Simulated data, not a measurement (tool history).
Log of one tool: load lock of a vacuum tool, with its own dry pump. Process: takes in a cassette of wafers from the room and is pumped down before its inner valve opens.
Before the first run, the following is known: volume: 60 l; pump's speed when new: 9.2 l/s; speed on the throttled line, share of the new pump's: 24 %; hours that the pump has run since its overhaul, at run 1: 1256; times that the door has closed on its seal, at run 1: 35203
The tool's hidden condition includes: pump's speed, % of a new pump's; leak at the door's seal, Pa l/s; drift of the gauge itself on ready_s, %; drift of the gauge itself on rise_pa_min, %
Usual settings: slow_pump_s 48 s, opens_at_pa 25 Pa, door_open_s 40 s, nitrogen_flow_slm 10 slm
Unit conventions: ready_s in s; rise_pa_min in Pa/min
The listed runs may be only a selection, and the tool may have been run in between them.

run	hour	slow_pump_s	opens_at_pa	door_open_s	nitrogen_flow_slm	hours that the pump has run since its overhaul	times that the door has closed on its seal	incoming humidity of the room's air, %	ready_s	rise_pa_min
1	0.0	48	25	40	10	1256	35203	44.5	93.3	0.071
2	160.4	48	25	40	10	1417	35701	46.3	93.3	0.076
3	455.9	48	25	40	10	1712	36617	45.6	93.1	0.079
4	665.8	48	25	229	10	1922	37268	42.9	92.9	0.122
5	863.8	48	25	229	10	2120	37882	43.6	93.6	0.126
6	1167.0	48	25	40	10	2423	38822	40.0	95.0	0.079
7	1516.1	48	25	40	10	2772	39905	44.9	94.6	0.085
8	1664.4	48	25	40	10	2921	40365	47.0	95.1	0.089
9	1901.0	48	25	40	10	3157	41098	42.4	93.8	0.090
10	2124.2	48	25	40	10	3381	41791	46.4	95.1	0.094
11	2447.5	48	25	40	10	3704	42793	45.0	96.2	0.086
12	2704.1	48	25	40	8	3960	43589	44.2	96.5	0.094
13	3018.4	48	25	40	8	4275	44563	44.4	96.7	0.097
14	3273.9	48	25	29	10	4530	45356	47.0	96.9	0.099
15	3520.2	48	25	29	10	4777	46120	43.8	97.4	0.096
16	3674.4	48	25	40	10	4931	46598	42.2	96.8	0.096
17	3983.6	48	25	40	10	5240	47556	48.2	97.5	0.109
18	4227.7	48	46	40	10	5484	48313	44.5	92.7	0.100
19	4517.2	48	19	40	10	5774	49211	46.2	101.6	0.106
20	4857.4	48	20	136	14	6114	50266	46.3	100.2	0.137
21	5112.8	36	20	136	14	6369	51058	43.7	93.3	0.129
22	5419.8	36	20	136	14	6676	52010	42.2	91.9	0.135
23	5678.6	37	26	40	15	6935	52812	46.5	92.3	0.118
24	5834.2	37	26	40	15	7091	53295	45.3	92.7	0.116
25	6021.9	37	26	40	15	7278	53877	46.0	92.7	0.114
26	6242.8	37	26	40	15	7499	54562	44.3	93.0	0.117
27	6389.4	47	37	40	19	7646	55017	43.2	97.3	0.118
28	6558.4	24	20	40	10	7815	55541	40.8	87.6	0.125
29	6763.8	32	25	230	10	8020	56178	44.0	90.0	0.165
30	7097.3	53	25	230	27	8354	57212	45.9	105.7	0.147
31	7332.2	67	25	40	29	8589	57940	44.5	116.5	0.120
32	7643.2	67	27	40	29	8900	58905	43.6	115.9	0.123
33	7935.5	67	27	40	29	9192	59811	46.9	118.5	0.130
# hour 8156.8: dry pump taken out, an overhauled one fitted
34	8164.1	48	25	40	32	7	60501	45.1	90.5	0.130
35	8407.6	32	33	40	10	251	61256	47.0	77.4	0.139

Alternative continuations, all from the tool just after run 35; predict every row:
A	8581.3	69	33	37	10	425	61795	44.0	?	?
B	8581.3	48	23	40	10	425	61795	45.1	?	?
C	8581.3	28	33	231	17	425	61795	44.6	?	?
D	8581.3	48	45	40	10	425	61795	45.6	?	?

run	ready_s	rise_pa_min
A	104.8	0.142
B	92.3	0.139
C	74.2	0.172
D	87.7	0.143
Had the tool no hidden state, the same runs would have come out as:
run	ready_s	rise_pa_min
A	104.6	0.028
B	92.0	0.024
C	73.9	0.058
D	87.5	0.027
